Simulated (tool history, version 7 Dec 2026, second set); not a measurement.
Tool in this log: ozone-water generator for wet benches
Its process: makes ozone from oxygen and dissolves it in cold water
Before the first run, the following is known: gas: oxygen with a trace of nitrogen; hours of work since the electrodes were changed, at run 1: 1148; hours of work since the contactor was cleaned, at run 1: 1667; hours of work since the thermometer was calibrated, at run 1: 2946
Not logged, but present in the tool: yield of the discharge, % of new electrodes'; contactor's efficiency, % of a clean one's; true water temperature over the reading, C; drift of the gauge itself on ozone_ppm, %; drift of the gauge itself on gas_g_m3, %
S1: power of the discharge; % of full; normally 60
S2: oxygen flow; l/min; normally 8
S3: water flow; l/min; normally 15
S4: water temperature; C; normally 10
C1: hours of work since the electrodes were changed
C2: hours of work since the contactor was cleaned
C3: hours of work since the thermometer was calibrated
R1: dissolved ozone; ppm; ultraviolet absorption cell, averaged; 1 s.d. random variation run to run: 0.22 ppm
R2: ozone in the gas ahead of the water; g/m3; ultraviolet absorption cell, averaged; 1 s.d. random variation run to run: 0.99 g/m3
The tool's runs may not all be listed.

run 1 hour=0 | S1=60 S2=8 S3=15 S4=10 | C1=1148 C2=1667 C3=2946 | R1=31.9 R2=167.5
run 2 hour=23.6 | S1=60 S2=8 S3=15 S4=10 | C1=1165 C2=1684 C3=2963 | R1=32.4 R2=164.7
run 3 hour=53.8 | S1=44 S2=8 S3=15 S4=10 | C1=1187 C2=1706 C3=2984 | R1=24.5 R2=129.5
run 4 hour=79.4 | S1=60 S2=8 S3=15 S4=10 | C1=1206 C2=1724 C3=3003 | R1=32.1 R2=166.5
run 5 hour=118.2 | S1=60 S2=8 S3=15 S4=10 | C1=1234 C2=1752 C3=3031 | R1=32.2 R2=166.6
run 6 hour=171.5 | S1=60 S2=8 S3=15 S4=10 | C1=1272 C2=1790 C3=3069 | R1=31.7 R2=166.3
run 7 hour=227 | S1=60 S2=8 S3=15 S4=10 | C1=1312 C2=1830 C3=3109 | R1=32 R2=167
run 8 hour=259.1 | S1=60 S2=8 S3=15 S4=10 | C1=1335 C2=1853 C3=3132 | R1=31.5 R2=166.7
run 9 hour=317.1 | S1=60 S2=8 S3=15 S4=10 | C1=1377 C2=1895 C3=3174 | R1=32.1 R2=165.7
run 10 hour=358.7 | S1=60 S2=8 S3=15 S4=10 | C1=1407 C2=1925 C3=3204 | R1=31.7 R2=167
run 11 hour=399.8 | S1=60 S2=8.7 S3=15 S4=10 | C1=1436 C2=1955 C3=3234 | R1=31.8 R2=159.4
run 12 hour=455.3 | S1=60 S2=8.7 S3=15 S4=10 | C1=1477 C2=1995 C3=3274 | R1=31.3 R2=157.8
run 13 hour=493.6 | S1=60 S2=8.7 S3=15 S4=10 | C1=1504 C2=2022 C3=3301 | R1=31.5 R2=158.8

Forecast run 14:
run 14 hour=546.1 | S1=60 S2=8.7 S3=15 S4=10 | C1=1542 C2=2060 C3=3339 | R1=? R2=?

{"run 14": {"R1": 31.9, "R2": 158.8}}
Minus the tool's unlogged condition, the same run would have read R1 33.8 ppm, R2 164.6 g/m3.
